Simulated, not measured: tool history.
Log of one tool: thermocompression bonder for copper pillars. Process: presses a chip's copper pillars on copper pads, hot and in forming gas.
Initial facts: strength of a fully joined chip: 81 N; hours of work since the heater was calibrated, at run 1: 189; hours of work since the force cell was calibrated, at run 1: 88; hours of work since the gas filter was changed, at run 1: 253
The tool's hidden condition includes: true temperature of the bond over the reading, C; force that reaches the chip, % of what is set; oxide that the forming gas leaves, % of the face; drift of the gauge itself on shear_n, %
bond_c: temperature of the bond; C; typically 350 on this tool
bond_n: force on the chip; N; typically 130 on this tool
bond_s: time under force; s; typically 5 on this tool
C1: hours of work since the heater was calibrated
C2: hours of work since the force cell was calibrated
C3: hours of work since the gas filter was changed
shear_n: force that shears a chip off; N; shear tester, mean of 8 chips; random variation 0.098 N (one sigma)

{"run": 1, "hour": 0.0, "bond_c": 350, "bond_n": 130, "bond_s": 5, "C1": 189, "C2": 88, "C3": 253, "shear_n": 28.0}
{"run": 2, "hour": 28.8, "bond_c": 350, "bond_n": 130, "bond_s": 5, "C1": 207, "C2": 106, "C3": 271, "shear_n": 28.28}
{"run": 3, "hour": 53.8, "bond_c": 335, "bond_n": 130, "bond_s": 5, "C1": 223, "C2": 122, "C3": 286, "shear_n": 24.62}
{"run": 4, "hour": 81.4, "bond_c": 350, "bond_n": 130, "bond_s": 5, "C1": 240, "C2": 139, "C3": 303, "shear_n": 28.09}
{"run": 5, "hour": 102.7, "bond_c": 364, "bond_n": 130, "bond_s": 5, "C1": 253, "C2": 152, "C3": 317, "shear_n": 30.98}
{"run": 6, "hour": 128.4, "bond_c": 364, "bond_n": 130, "bond_s": 5, "C1": 269, "C2": 168, "C3": 332, "shear_n": 31.22}
{"hour": 137.1, "done": "forming gas filter changed"}
{"run": 7, "hour": 167.1, "bond_c": 350, "bond_n": 130, "bond_s": 3, "C1": 293, "C2": 192, "C3": 19, "shear_n": 23.7}
{"run": 8, "hour": 199.3, "bond_c": 350, "bond_n": 130, "bond_s": 3, "C1": 313, "C2": 212, "C3": 39, "shear_n": 23.57}
{"run": 9, "hour": 237.3, "bond_c": 350, "bond_n": 106, "bond_s": 5, "C1": 336, "C2": 235, "C3": 62, "shear_n": 24.4}
{"run": 10, "hour": 266.7, "bond_c": 350, "bond_n": 182, "bond_s": 5, "C1": 354, "C2": 253, "C3": 80, "shear_n": 37.83}
{"run": 11, "hour": 295.1, "bond_c": 331, "bond_n": 130, "bond_s": 5, "C1": 372, "C2": 271, "C3": 98, "shear_n": 24.26}
{"run": 12, "hour": 333.8, "bond_c": 331, "bond_n": 130, "bond_s": 5, "C1": 396, "C2": 295, "C3": 122, "shear_n": 24.21}
{"run": 13, "hour": 358.4, "bond_c": 331, "bond_n": 130, "bond_s": 5, "C1": 411, "C2": 310, "C3": 137, "shear_n": 24.36}
{"run": 14, "hour": 395.6, "bond_c": 350, "bond_n": 130, "bond_s": 5, "C1": 434, "C2": 333, "C3": 160, "shear_n": 28.62}
{"run": 15, "hour": 412.4, "bond_c": 350, "bond_n": 130, "bond_s": 5, "C1": 444, "C2": 343, "C3": 170, "shear_n": 28.59}
{"run": 16, "hour": 430.0, "bond_c": 350, "bond_n": 130, "bond_s": 5, "C1": 455, "C2": 354, "C3": 181, "shear_n": 28.28}
{"run": 17, "hour": 456.6, "bond_c": 350, "bond_n": 130, "bond_s": 5, "C1": 472, "C2": 371, "C3": 198, "shear_n": 28.42}
{"run": 18, "hour": 482.7, "bond_c": 341, "bond_n": 130, "bond_s": 5, "C1": 488, "C2": 387, "C3": 214, "shear_n": 26.19}
{"run": 19, "hour": 508.8, "bond_c": 350, "bond_n": 130, "bond_s": 5, "C1": 504, "C2": 403, "C3": 230, "shear_n": 28.35}
{"run": 20, "hour": 535.7, "bond_c": 350, "bond_n": 130, "bond_s": 7, "C1": 521, "C2": 420, "C3": 247, "shear_n": 32.4}
{"run": 21, "hour": 574.7, "bond_c": 336, "bond_n": 130, "bond_s": 5, "C1": 545, "C2": 444, "C3": 271, "shear_n": 24.94}
{"run": 22, "hour": 597.0, "bond_c": 374, "bond_n": 145, "bond_s": 5, "C1": 559, "C2": 458, "C3": 285, "shear_n": 36.79}
{"run": 23, "hour": 621.1, "bond_c": 374, "bond_n": 145, "bond_s": 5, "C1": 574, "C2": 473, "C3": 300, "shear_n": 36.46}
{"run": 24, "hour": 642.3, "bond_c": 374, "bond_n": 128, "bond_s": 9, "C1": 587, "C2": 486, "C3": 313, "shear_n": 40.59}
{"run": 25, "hour": 674.1, "bond_c": 327, "bond_n": 149, "bond_s": 9, "C1": 607, "C2": 506, "C3": 332, "shear_n": 31.9}
{"hour": 681.3, "done": "forming gas filter changed"}
{"run": 26, "hour": 695.3, "bond_c": 347, "bond_n": 168, "bond_s": 3, "C1": 619, "C2": 518, "C3": 9, "shear_n": 29.11}
{"run": 27, "hour": 722.8, "bond_c": 347, "bond_n": 95, "bond_s": 3, "C1": 636, "C2": 535, "C3": 26, "shear_n": 17.25}
{"run": 28, "hour": 760.7, "bond_c": 351, "bond_n": 95, "bond_s": 3, "C1": 660, "C2": 559, "C3": 49, "shear_n": 17.71}
{"run": 29, "hour": 792.1, "bond_c": 326, "bond_n": 80, "bond_s": 4, "C1": 679, "C2": 578, "C3": 69, "shear_n": 13.49}
{"run": 30, "hour": 830.2, "bond_c": 326, "bond_n": 80, "bond_s": 4, "C1": 703, "C2": 602, "C3": 92, "shear_n": 13.45}
{"run": 31, "hour": 861.1, "bond_c": 326, "bond_n": 80, "bond_s": 4, "C1": 722, "C2": 621, "C3": 111, "shear_n": 13.57}
{"run": 32, "hour": 886.2, "bond_c": 378, "bond_n": 80, "bond_s": 5, "C1": 738, "C2": 636, "C3": 127, "shear_n": 23.83}
{"run": 33, "hour": 921.2, "bond_c": 378, "bond_n": 158, "bond_s": 4, "C1": 759, "C2": 658, "C3": 149, "shear_n": 37.75}
{"run": 34, "hour": 940.0, "bond_c": 378, "bond_n": 136, "bond_s": 4, "C1": 771, "C2": 670, "C3": 160, "shear_n": 33.66}
{"run": 35, "hour": 961.8, "bond_c": 345, "bond_n": 92, "bond_s": 9, "C1": 784, "C2": 683, "C3": 174, "shear_n": 25.7}
{"run": 36, "hour": 988.5, "bond_c": 345, "bond_n": 92, "bond_s": 9, "C1": 801, "C2": 700, "C3": 190, "shear_n": 25.67}
{"run": 37, "hour": 1026.4, "bond_c": 350, "bond_n": 137, "bond_s": 5, "C1": 824, "C2": 723, "C3": 214, "shear_n": 29.65}
{"run": 38, "hour": 1064.6, "bond_c": 365, "bond_n": 146, "bond_s": 5, "C1": 848, "C2": 747, "C3": 237, "shear_n": 34.53}
{"run": 39, "hour": 1093.6, "bond_c": 365, "bond_n": 146, "bond_s": 5, "C1": 866, "C2": 765, "C3": 255, "shear_n": 34.75}

5 ways to go on from here, each from the tool as it stands after run 39. What would each give?
{"run": "A", "hour": 1109.8, "bond_c": 350, "bond_n": 146, "bond_s": 3, "C1": 876, "C2": 775, "C3": 265, "shear_n": "?"}
{"run": "B", "hour": 1109.8, "bond_c": 340, "bond_n": 146, "bond_s": 9, "C1": 876, "C2": 775, "C3": 265, "shear_n": "?"}
{"run": "C", "hour": 1109.8, "bond_c": 358, "bond_n": 141, "bond_s": 5, "C1": 876, "C2": 775, "C3": 265, "shear_n": "?"}
{"run": "D", "hour": 1109.8, "bond_c": 365, "bond_n": 146, "bond_s": 7, "C1": 876, "C2": 775, "C3": 265, "shear_n": "?"}
{"run": "E", "hour": 1109.8, "bond_c": 340, "bond_n": 149, "bond_s": 5, "C1": 876, "C2": 775, "C3": 265, "shear_n": "?"}

run=A shear_n=25.32
run=B shear_n=35.34
run=C shear_n=31.88
run=D shear_n=39.07
run=E shear_n=28.83
Take away the tool's hidden state, keep each run's random variation, and the runs would have read:
run=A shear_n=26.54
run=B shear_n=37.07
run=C shear_n=33.38
run=D shear_n=40.85
run=E shear_n=30.25
